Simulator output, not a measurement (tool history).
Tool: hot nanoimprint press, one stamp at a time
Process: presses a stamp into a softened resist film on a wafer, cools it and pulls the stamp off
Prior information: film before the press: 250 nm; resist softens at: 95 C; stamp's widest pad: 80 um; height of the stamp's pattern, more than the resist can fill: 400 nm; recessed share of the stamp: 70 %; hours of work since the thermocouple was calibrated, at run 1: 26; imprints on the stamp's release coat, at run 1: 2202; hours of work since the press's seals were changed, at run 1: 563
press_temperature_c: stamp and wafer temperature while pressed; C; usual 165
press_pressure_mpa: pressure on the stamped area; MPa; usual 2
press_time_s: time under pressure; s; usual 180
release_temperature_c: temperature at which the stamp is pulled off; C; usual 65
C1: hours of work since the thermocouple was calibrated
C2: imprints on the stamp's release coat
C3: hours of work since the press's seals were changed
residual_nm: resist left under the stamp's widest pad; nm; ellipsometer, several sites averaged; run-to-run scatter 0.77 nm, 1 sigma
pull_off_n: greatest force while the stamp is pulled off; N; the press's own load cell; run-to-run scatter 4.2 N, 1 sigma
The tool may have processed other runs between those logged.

run 1 day=0 | press_temperature_c=165 press_pressure_mpa=2 press_time_s=180 release_temperature_c=65 | C1=26 C2=2202 C3=563 | residual_nm=123.5 pull_off_n=275
run 2 day=0.479 | press_temperature_c=165 press_pressure_mpa=2 press_time_s=180 release_temperature_c=65 | C1=33 C2=2253 C3=571 | residual_nm=124 pull_off_n=276
run 3 day=0.862 | press_temperature_c=165 press_pressure_mpa=2 press_time_s=180 release_temperature_c=65 | C1=39 C2=2295 C3=577 | residual_nm=125.4 pull_off_n=275
run 4 day=1.371 | press_temperature_c=165 press_pressure_mpa=2.96 press_time_s=180 release_temperature_c=65 | C1=47 C2=2350 C3=585 | residual_nm=103.8 pull_off_n=284
-- day=1.983 stamp cleaned and given a new release coat
run 5 day=2.092 | press_temperature_c=159 press_pressure_mpa=2 press_time_s=180 release_temperature_c=65 | C1=55 C2=12 C3=592 | residual_nm=157.6 pull_off_n=216
run 6 day=2.888 | press_temperature_c=165 press_pressure_mpa=2 press_time_s=180 release_temperature_c=65 | C1=67 C2=98 C3=604 | residual_nm=123.2 pull_off_n=210
run 7 day=3.704 | press_temperature_c=165 press_pressure_mpa=2 press_time_s=180 release_temperature_c=65 | C1=80 C2=186 C3=617 | residual_nm=124.9 pull_off_n=210
run 8 day=4.221 | press_temperature_c=165 press_pressure_mpa=2 press_time_s=180 release_temperature_c=65 | C1=88 C2=242 C3=625 | residual_nm=124.8 pull_off_n=215
run 9 day=4.704 | press_temperature_c=165 press_pressure_mpa=2 press_time_s=180 release_temperature_c=65 | C1=96 C2=295 C3=633 | residual_nm=124.6 pull_off_n=211
run 10 day=5.533 | press_temperature_c=161 press_pressure_mpa=2 press_time_s=180 release_temperature_c=65 | C1=109 C2=384 C3=646 | residual_nm=146.6 pull_off_n=219
run 11 day=6.338 | press_temperature_c=168 press_pressure_mpa=2 press_time_s=180 release_temperature_c=70 | C1=121 C2=471 C3=659 | residual_nm=111.6 pull_off_n=206
run 12 day=6.771 | press_temperature_c=156 press_pressure_mpa=2.38 press_time_s=278 release_temperature_c=65 | C1=128 C2=518 C3=665 | residual_nm=145.2 pull_off_n=216
run 13 day=7.492 | press_temperature_c=156 press_pressure_mpa=2.38 press_time_s=278 release_temperature_c=65 | C1=139 C2=596 C3=677 | residual_nm=147.3 pull_off_n=218
run 14 day=8.033 | press_temperature_c=165 press_pressure_mpa=2.77 press_time_s=180 release_temperature_c=57 | C1=148 C2=655 C3=685 | residual_nm=108.5 pull_off_n=243
run 15 day=8.725 | press_temperature_c=158 press_pressure_mpa=1.31 press_time_s=303 release_temperature_c=65 | C1=159 C2=729 C3=696 | residual_nm=167.4 pull_off_n=222
run 16 day=9.35 | press_temperature_c=165 press_pressure_mpa=2.65 press_time_s=152 release_temperature_c=65 | C1=169 C2=797 C3=706 | residual_nm=118.7 pull_off_n=230

Each row is a separate what-if for the run after 16, all from the same tool condition, not one after another. Results?
run A day=9.992 | press_temperature_c=158 press_pressure_mpa=2 press_time_s=180 release_temperature_c=65 | C1=179 C2=866 C3=716 | residual_nm=? pull_off_n=?
run B day=9.992 | press_temperature_c=156 press_pressure_mpa=1.25 press_time_s=224 release_temperature_c=65 | C1=179 C2=866 C3=716 | residual_nm=? pull_off_n=?
run C day=9.992 | press_temperature_c=165 press_pressure_mpa=2 press_time_s=180 release_temperature_c=70 | C1=179 C2=866 C3=716 | residual_nm=? pull_off_n=?

run=A residual_nm=163.1 pull_off_n=231
run=B residual_nm=192.8 pull_off_n=235
run=C residual_nm=127.5 pull_off_n=219
The same runs, with their run-to-run variation unchanged, on a tool lacking any hidden condition would have given:
run=A residual_nm=158.3 pull_off_n=205
run=B residual_nm=189.2 pull_off_n=208
run=C residual_nm=123 pull_off_n=194
